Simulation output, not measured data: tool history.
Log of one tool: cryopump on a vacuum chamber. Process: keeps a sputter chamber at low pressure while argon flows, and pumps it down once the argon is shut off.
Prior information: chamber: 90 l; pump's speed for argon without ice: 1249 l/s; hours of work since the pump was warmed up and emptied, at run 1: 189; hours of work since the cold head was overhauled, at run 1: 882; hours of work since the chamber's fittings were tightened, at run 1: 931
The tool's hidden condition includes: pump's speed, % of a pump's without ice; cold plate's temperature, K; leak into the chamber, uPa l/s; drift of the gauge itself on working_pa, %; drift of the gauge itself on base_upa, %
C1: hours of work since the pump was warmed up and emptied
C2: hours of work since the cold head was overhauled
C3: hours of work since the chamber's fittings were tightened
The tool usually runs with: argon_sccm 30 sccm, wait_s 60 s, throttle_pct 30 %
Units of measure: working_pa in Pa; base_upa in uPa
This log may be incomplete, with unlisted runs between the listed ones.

{"run": 1, "hour": 0.0, "argon_sccm": 30, "wait_s": 60, "throttle_pct": 30, "C1": 189, "C2": 882, "C3": 931, "working_pa": 0.1409, "base_upa": 3.65}
{"run": 2, "hour": 66.3, "argon_sccm": 30, "wait_s": 60, "throttle_pct": 30, "C1": 221, "C2": 914, "C3": 963, "working_pa": 0.1423, "base_upa": 3.98}
{"run": 3, "hour": 130.6, "argon_sccm": 12, "wait_s": 60, "throttle_pct": 30, "C1": 251, "C2": 944, "C3": 993, "working_pa": 0.0576, "base_upa": 3.91}
{"run": 4, "hour": 198.5, "argon_sccm": 12, "wait_s": 60, "throttle_pct": 30, "C1": 283, "C2": 976, "C3": 1025, "working_pa": 0.058, "base_upa": 4}
{"run": 5, "hour": 261.5, "argon_sccm": 12, "wait_s": 60, "throttle_pct": 30, "C1": 313, "C2": 1006, "C3": 1055, "working_pa": 0.0578, "base_upa": 4.31}
{"hour": 329.4, "done": "leaking fittings of the chamber tightened, without venting"}
{"run": 6, "hour": 329.4, "argon_sccm": 30, "wait_s": 60, "throttle_pct": 30, "C1": 344, "C2": 1037, "C3": 0, "working_pa": 0.1462, "base_upa": 1.15}
{"run": 7, "hour": 402.1, "argon_sccm": 30, "wait_s": 60, "throttle_pct": 30, "C1": 379, "C2": 1072, "C3": 34, "working_pa": 0.1461, "base_upa": 1.25}
{"run": 8, "hour": 449.8, "argon_sccm": 30, "wait_s": 60, "throttle_pct": 30, "C1": 401, "C2": 1095, "C3": 57, "working_pa": 0.1473, "base_upa": 1.27}
{"run": 9, "hour": 494.1, "argon_sccm": 30, "wait_s": 60, "throttle_pct": 30, "C1": 422, "C2": 1115, "C3": 78, "working_pa": 0.149, "base_upa": 1.35}
{"run": 10, "hour": 535.6, "argon_sccm": 30, "wait_s": 60, "throttle_pct": 30, "C1": 442, "C2": 1135, "C3": 98, "working_pa": 0.1486, "base_upa": 1.44}
{"run": 11, "hour": 599.5, "argon_sccm": 30, "wait_s": 60, "throttle_pct": 30, "C1": 472, "C2": 1165, "C3": 128, "working_pa": 0.1513, "base_upa": 1.54}
{"run": 12, "hour": 631.0, "argon_sccm": 30, "wait_s": 60, "throttle_pct": 30, "C1": 487, "C2": 1180, "C3": 143, "working_pa": 0.1524, "base_upa": 1.61}
{"run": 13, "hour": 667.7, "argon_sccm": 30, "wait_s": 60, "throttle_pct": 46, "C1": 504, "C2": 1198, "C3": 160, "working_pa": 0.1052, "base_upa": 1.68}
{"run": 14, "hour": 720.8, "argon_sccm": 30, "wait_s": 60, "throttle_pct": 46, "C1": 530, "C2": 1223, "C3": 185, "working_pa": 0.1068, "base_upa": 1.74}
{"run": 15, "hour": 793.8, "argon_sccm": 30, "wait_s": 60, "throttle_pct": 46, "C1": 564, "C2": 1257, "C3": 220, "working_pa": 0.1072, "base_upa": 1.96}
{"run": 16, "hour": 828.5, "argon_sccm": 58, "wait_s": 84, "throttle_pct": 33, "C1": 581, "C2": 1274, "C3": 236, "working_pa": 0.2769, "base_upa": 1.8}
{"run": 17, "hour": 879.5, "argon_sccm": 13, "wait_s": 96, "throttle_pct": 55, "C1": 605, "C2": 1298, "C3": 261, "working_pa": 0.041, "base_upa": 1.79}
{"run": 18, "hour": 925.8, "argon_sccm": 44, "wait_s": 180, "throttle_pct": 28, "C1": 627, "C2": 1320, "C3": 282, "working_pa": 0.2453, "base_upa": 1.69}
{"run": 19, "hour": 959.0, "argon_sccm": 44, "wait_s": 50, "throttle_pct": 23, "C1": 642, "C2": 1336, "C3": 298, "working_pa": 0.2938, "base_upa": 2.56}
{"hour": 989.3, "done": "pump warmed up, emptied and cooled again"}
{"run": 20, "hour": 1012.4, "argon_sccm": 27, "wait_s": 58, "throttle_pct": 15, "C1": 11, "C2": 1359, "C3": 321, "working_pa": 0.2449, "base_upa": 1.92}
{"run": 21, "hour": 1054.3, "argon_sccm": 16, "wait_s": 54, "throttle_pct": 43, "C1": 31, "C2": 1378, "C3": 341, "working_pa": 0.0512, "base_upa": 1.96}
{"run": 22, "hour": 1115.4, "argon_sccm": 13, "wait_s": 257, "throttle_pct": 58, "C1": 60, "C2": 1407, "C3": 370, "working_pa": 0.0323, "base_upa": 1.39}
{"run": 23, "hour": 1163.2, "argon_sccm": 33, "wait_s": 80, "throttle_pct": 48, "C1": 82, "C2": 1430, "C3": 393, "working_pa": 0.0963, "base_upa": 1.88}
{"run": 24, "hour": 1224.2, "argon_sccm": 35, "wait_s": 105, "throttle_pct": 32, "C1": 111, "C2": 1459, "C3": 421, "working_pa": 0.1534, "base_upa": 1.79}
{"run": 25, "hour": 1262.2, "argon_sccm": 20, "wait_s": 266, "throttle_pct": 48, "C1": 129, "C2": 1477, "C3": 439, "working_pa": 0.0596, "base_upa": 1.69}
{"run": 26, "hour": 1296.9, "argon_sccm": 20, "wait_s": 93, "throttle_pct": 48, "C1": 146, "C2": 1493, "C3": 456, "working_pa": 0.0592, "base_upa": 2.06}
{"run": 27, "hour": 1347.2, "argon_sccm": 17, "wait_s": 66, "throttle_pct": 48, "C1": 169, "C2": 1517, "C3": 480, "working_pa": 0.0512, "base_upa": 2.31}
{"run": 28, "hour": 1424.5, "argon_sccm": 27, "wait_s": 21, "throttle_pct": 39, "C1": 206, "C2": 1554, "C3": 516, "working_pa": 0.0994, "base_upa": 3.97}

A few steps of working_pa between consecutive runs. Split each: what settings, incoming material and random variation would produce without the hidden state, and what is left over for the hidden state, along with gauge scatter present in only one of the two compared results (measured, and without hidden state):
Run 16 -> 17: argon_sccm 58 -> 13, wait_s 84 -> 96, throttle_pct 33 -> 55. working_pa -0.2359 Pa: hidden state -0.0295, all else -0.2064.
Run 17 -> 18: argon_sccm 13 -> 44, wait_s 96 -> 180, throttle_pct 55 -> 28. working_pa +0.2043 Pa: hidden state +0.0235, all else +0.1808.
Run 19 -> 20: argon_sccm 44 -> 27, wait_s 50 -> 58, throttle_pct 23 -> 15, pump warmed up, emptied and cooled again. working_pa -0.0489 Pa: hidden state -0.0325, all else -0.0164.
